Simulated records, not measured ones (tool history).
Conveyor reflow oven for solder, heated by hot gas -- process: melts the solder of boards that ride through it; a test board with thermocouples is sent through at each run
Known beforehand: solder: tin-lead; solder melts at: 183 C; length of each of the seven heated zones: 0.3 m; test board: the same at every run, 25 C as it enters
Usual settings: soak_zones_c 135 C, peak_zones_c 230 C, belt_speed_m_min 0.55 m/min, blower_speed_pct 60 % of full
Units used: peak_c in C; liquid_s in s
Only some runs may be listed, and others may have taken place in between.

run 1 hour=0 | soak_zones_c=135 peak_zones_c=230 belt_speed_m_min=0.55 blower_speed_pct=60 | peak_c=212.91 liquid_s=45.82
run 2 hour=13.3 | soak_zones_c=135 peak_zones_c=230 belt_speed_m_min=0.55 blower_speed_pct=60 | peak_c=213.03 liquid_s=45.88
run 3 hour=24.9 | soak_zones_c=130 peak_zones_c=230 belt_speed_m_min=0.55 blower_speed_pct=60 | peak_c=212.01 liquid_s=43.57
run 4 hour=38.8 | soak_zones_c=130 peak_zones_c=230 belt_speed_m_min=0.55 blower_speed_pct=60 | peak_c=212.16 liquid_s=43.53
run 5 hour=50.9 | soak_zones_c=135 peak_zones_c=230 belt_speed_m_min=0.55 blower_speed_pct=60 | peak_c=212.95 liquid_s=45.83
run 6 hour=64.6 | soak_zones_c=135 peak_zones_c=229 belt_speed_m_min=0.55 blower_speed_pct=60 | peak_c=212.2 liquid_s=45.12
run 7 hour=73.4 | soak_zones_c=135 peak_zones_c=230 belt_speed_m_min=0.55 blower_speed_pct=60 | peak_c=212.91 liquid_s=45.75
run 8 hour=88 | soak_zones_c=135 peak_zones_c=230 belt_speed_m_min=0.55 blower_speed_pct=60 | peak_c=213 liquid_s=45.58
run 9 hour=103.2 | soak_zones_c=135 peak_zones_c=230 belt_speed_m_min=0.55 blower_speed_pct=60 | peak_c=213.02 liquid_s=45.69
-- hour=116.8 flux residue cleaned out of gas plates and filters
run 10 hour=118.7 | soak_zones_c=135 peak_zones_c=230 belt_speed_m_min=0.55 blower_speed_pct=60 | peak_c=214.98 liquid_s=47.51
run 11 hour=128.8 | soak_zones_c=135 peak_zones_c=230 belt_speed_m_min=0.55 blower_speed_pct=60 | peak_c=214.97 liquid_s=47.68
run 12 hour=138.8 | soak_zones_c=135 peak_zones_c=228 belt_speed_m_min=0.463 blower_speed_pct=60 | peak_c=217.85 liquid_s=60.16
run 13 hour=150.4 | soak_zones_c=135 peak_zones_c=228 belt_speed_m_min=0.636 blower_speed_pct=60 | peak_c=208.58 liquid_s=35.76
run 14 hour=162.7 | soak_zones_c=136 peak_zones_c=228 belt_speed_m_min=0.636 blower_speed_pct=60 | peak_c=208.75 liquid_s=36.05
run 15 hour=176.6 | soak_zones_c=135 peak_zones_c=228 belt_speed_m_min=0.55 blower_speed_pct=65 | peak_c=214.09 liquid_s=47.25
run 16 hour=189.5 | soak_zones_c=135 peak_zones_c=228 belt_speed_m_min=0.55 blower_speed_pct=65 | peak_c=214.04 liquid_s=47.27
run 17 hour=199.5 | soak_zones_c=132 peak_zones_c=225 belt_speed_m_min=0.482 blower_speed_pct=58 | peak_c=213.25 liquid_s=53.06
run 18 hour=213.8 | soak_zones_c=132 peak_zones_c=225 belt_speed_m_min=0.482 blower_speed_pct=73 | peak_c=215.59 liquid_s=55.45
run 19 hour=223.8 | soak_zones_c=132 peak_zones_c=225 belt_speed_m_min=0.482 blower_speed_pct=89 | peak_c=217.06 liquid_s=57.36
run 20 hour=235.5 | soak_zones_c=135 peak_zones_c=230 belt_speed_m_min=0.481 blower_speed_pct=60 | peak_c=218.63 liquid_s=58.03
run 21 hour=246.3 | soak_zones_c=135 peak_zones_c=230 belt_speed_m_min=0.481 blower_speed_pct=60 | peak_c=218.5 liquid_s=58.22
run 22 hour=255 | soak_zones_c=135 peak_zones_c=231 belt_speed_m_min=0.481 blower_speed_pct=74 | peak_c=221.45 liquid_s=60.58

Alternative continuations, all from the tool just after run 22; predict every row:
run A hour=262 | soak_zones_c=144 peak_zones_c=230 belt_speed_m_min=0.552 blower_speed_pct=74 | peak_c=? liquid_s=?
run B hour=262 | soak_zones_c=135 peak_zones_c=242 belt_speed_m_min=0.481 blower_speed_pct=74 | peak_c=? liquid_s=?
run C hour=262 | soak_zones_c=135 peak_zones_c=230 belt_speed_m_min=0.464 blower_speed_pct=60 | peak_c=? liquid_s=?
run D hour=262 | soak_zones_c=142 peak_zones_c=223 belt_speed_m_min=0.451 blower_speed_pct=60 | peak_c=? liquid_s=?
run E hour=262 | soak_zones_c=131 peak_zones_c=230 belt_speed_m_min=0.448 blower_speed_pct=60 | peak_c=? liquid_s=?

run=A peak_c=218.49 liquid_s=52.97
run=B peak_c=231.79 liquid_s=65.91
run=C peak_c=219.45 liquid_s=61.39
run=D peak_c=214.54 liquid_s=62.15
run=E peak_c=219.7 liquid_s=62.54
Without the tool's unlogged condition, the same runs would have read:
run=A peak_c=218.45 liquid_s=52.09
run=B peak_c=231.73 liquid_s=64.81
run=C peak_c=219.33 liquid_s=60.32
run=D peak_c=214.43 liquid_s=61.05
run=E peak_c=219.58 liquid_s=61.44
